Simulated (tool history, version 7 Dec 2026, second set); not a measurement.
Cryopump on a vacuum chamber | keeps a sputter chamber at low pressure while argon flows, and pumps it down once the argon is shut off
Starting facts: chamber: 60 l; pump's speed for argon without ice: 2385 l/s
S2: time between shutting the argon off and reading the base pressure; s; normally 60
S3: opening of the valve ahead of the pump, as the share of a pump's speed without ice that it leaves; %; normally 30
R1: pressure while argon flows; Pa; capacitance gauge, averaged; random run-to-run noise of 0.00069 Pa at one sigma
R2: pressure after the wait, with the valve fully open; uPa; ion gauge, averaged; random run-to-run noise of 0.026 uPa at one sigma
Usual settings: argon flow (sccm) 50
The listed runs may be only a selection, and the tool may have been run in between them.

Run 1, day 0: usual settings. Result: R1 0.1212 Pa, R2 1.09 uPa.
Run 2, day 2.817: usual settings. Result: R1 0.1231 Pa, R2 1.12 uPa.
Run 3, day 7.367: usual settings. Result: R1 0.124 Pa, R2 1.25 uPa.
Run 4, day 11.829: usual settings but S2 24 s. Result: R1 0.126 Pa, R2 2.72 uPa.
Run 5, day 15.288: usual settings but S2 24 s. Result: R1 0.1295 Pa, R2 2.81 uPa.
At day 18.4: pump warmed up, emptied and cooled again.
Run 6, day 19.567: usual settings but S2 24 s. Result: R1 0.1181 Pa, R2 2.68 uPa.
Run 7, day 21.588: usual settings but S3 24 %. Result: R1 0.1499 Pa, R2 1.38 uPa.
Run 8, day 24.908: usual settings. Result: R1 0.122 Pa, R2 1.43 uPa.
Run 9, day 27.062: usual settings. Result: R1 0.1226 Pa, R2 1.42 uPa.
Run 10, day 30.104: usual settings but S2 240 s. Result: R1 0.1234 Pa, R2 0.81 uPa.
Run 11, day 33.062: usual settings but S2 95 s. Result: R1 0.1251 Pa, R2 1.31 uPa.
Run 12, day 35.212: usual settings but S2 29 s. Result: R1 0.1257 Pa, R2 2.74 uPa.
Run 13, day 38.262: usual settings. Result: R1 0.129 Pa, R2 1.74 uPa.
Run 14, day 41.212: usual settings but argon flow (sccm) 27. Result: R1 0.0704 Pa, R2 1.82 uPa.
At day 43.933: pump warmed up, emptied and cooled again.
Run 15, day 45.646: usual settings but argon flow (sccm) 25. Result: R1 0.0597 Pa, R2 1.6 uPa.
Run 16, day 50.138: usual settings but argon flow (sccm) 43. Result: R1 0.1035 Pa, R2 1.72 uPa.
Run 17, day 54.038: usual settings but argon flow (sccm) 28. Result: R1 0.0692 Pa, R2 1.88 uPa.
Run 18, day 57.438: usual settings but argon flow (sccm) 73. Result: R1 0.1833 Pa, R2 1.93 uPa.
Run 19, day 59.371: usual settings but argon flow (sccm) 87, S2 26 s. Result: R1 0.2185 Pa, R2 3.23 uPa.
Run 20, day 63.867: usual settings but argon flow (sccm) 87, S2 26 s. Result: R1 0.2218 Pa, R2 3.33 uPa.
Run 21, day 66.104: usual settings but argon flow (sccm) 72, S2 33 s, S3 35 %. Result: R1 0.1621 Pa, R2 2.92 uPa.
At day 69.858: pump warmed up, emptied and cooled again.
Run 22, day 71.062: usual settings but argon flow (sccm) 72, S2 33 s, S3 35 %. Result: R1 0.1493 Pa, R2 2.69 uPa.
Run 23, day 75.058: usual settings but argon flow (sccm) 72, S2 158 s, S3 18 %. Result: R1 0.2868 Pa, R2 1.49 uPa.
Run 24, day 78.254: usual settings but argon flow (sccm) 89, S2 171 s, S3 18 %. Result: R1 0.3559 Pa, R2 1.57 uPa.
Run 25, day 80.488: usual settings but S2 56 s, S3 52 %. Result: R1 0.0728 Pa, R2 2.3 uPa.
Run 26, day 84.467: usual settings but argon flow (sccm) 34, S2 44 s, S3 56 %. Result: R1 0.0471 Pa, R2 2.64 uPa.
Run 27, day 87.371: usual settings but argon flow (sccm) 32, S2 49 s, S3 15 %. Result: R1 0.1559 Pa, R2 2.59 uPa.
Run 28, day 90.488: usual settings but argon flow (sccm) 66, S2 189 s, S3 55 %. Result: R1 0.0983 Pa, R2 1.92 uPa.
Run 29, day 94.083: usual settings but argon flow (sccm) 66, S2 189 s, S3 55 %. Result: R1 0.1019 Pa, R2 2.1 uPa.
At day 95.512: pump warmed up, emptied and cooled again.
Run 30, day 98.875: usual settings but argon flow (sccm) 66, S2 26 s, S3 28 %. Result: R1 0.1702 Pa, R2 3.54 uPa.
Run 31, day 101.788: usual settings but argon flow (sccm) 66, S2 26 s, S3 28 %. Result: R1 0.1715 Pa, R2 3.68 uPa.
Run 32, day 106.475: usual settings but argon flow (sccm) 46. Result: R1 0.1145 Pa, R2 2.6 uPa.
Run 33, day 110.821: usual settings but argon flow (sccm) 90, S2 35 s, S3 56 %. Result: R1 0.1282 Pa, R2 3.4 uPa.
Run 34, day 113.517: usual settings but argon flow (sccm) 90, S2 35 s, S3 56 %. Result: R1 0.1311 Pa, R2 3.55 uPa.
Run 35, day 116.929: usual settings but S2 244 s, S3 23 %. Result: R1 0.1652 Pa, R2 2.29 uPa.

Alternative continuations, all from the tool just after run 35; predict every row:
At day 121.075: pump warmed up, emptied and cooled again.
Run A, day 121.096: usual settings but argon flow (sccm) 28, S2 79 s, S3 23 %. Result: R1 ?, R2 ?.
At day 121.075: pump warmed up, emptied and cooled again.
Run B, day 121.096: usual settings but S2 24 s. Result: R1 ?, R2 ?.
At day 121.075: pump warmed up, emptied and cooled again.
Run C, day 121.096: usual settings but S2 97 s, S3 20 %. Result: R1 ?, R2 ?.

run      R1    R2
  A  0.0868  2.35
  B  0.1189  4.05
  C   0.178  2.24
Without the tool's unlogged condition, the same runs would have read:
run      R1    R2
  A  0.0864  0.82
  B  0.1181  2.53
  C  0.1772  0.72
